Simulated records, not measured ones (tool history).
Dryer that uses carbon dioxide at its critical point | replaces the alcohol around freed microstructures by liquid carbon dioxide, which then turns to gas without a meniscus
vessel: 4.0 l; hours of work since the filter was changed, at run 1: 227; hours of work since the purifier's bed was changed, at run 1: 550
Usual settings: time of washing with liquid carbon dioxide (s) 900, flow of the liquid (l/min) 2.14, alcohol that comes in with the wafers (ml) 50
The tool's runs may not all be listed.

run	hour	time of washing with liquid carbon dioxide (s)	flow of the liquid (l/min)	alcohol that comes in with the wafers (ml)	hours of work since the filter was changed	hours of work since the purifier's bed was changed	alcohol left in the vessel before it's heated (ppm by volume)
1	0	900	2.14	50	227	550	140
2	22.6	900	2.14	50	243	565	133
3	37.3	900	2.14	92	252	575	167
4	48.5	900	2.14	92	260	582	171
# hour 68.3: inlet filter changed
5	68.3	900	2.14	92	0	595	139
6	79.6	900	2.14	92	8	602	138
7	96.7	900	2.14	92	19	614	150
8	106.8	960	1.91	22	26	621	120
9	121.9	960	1.91	22	36	631	131
10	138.6	840	1.91	66	47	642	182
11	152.6	840	1.91	66	56	651	194
12	173	720	2.34	107	70	665	211
13	196.6	720	2.34	107	86	681	224

Forecast each of these 5 alternatives for the next run:
A	217.3	720	2.34	36	100	695	?
B	217.3	660	3.59	50	100	695	?
C	217.3	720	2.83	34	100	695	?
D	217.3	1080	2.86	55	100	695	?
E	217.3	1080	1.35	75	100	695	?

run	alcohol left in the vessel before it's heated (ppm by volume)
A	173
B	141
C	156
D	144
E	261
Without the tool's hidden state the same runs would have given:
run	alcohol left in the vessel before it's heated (ppm by volume)
A	32
B	8
C	20
D	11
E	97
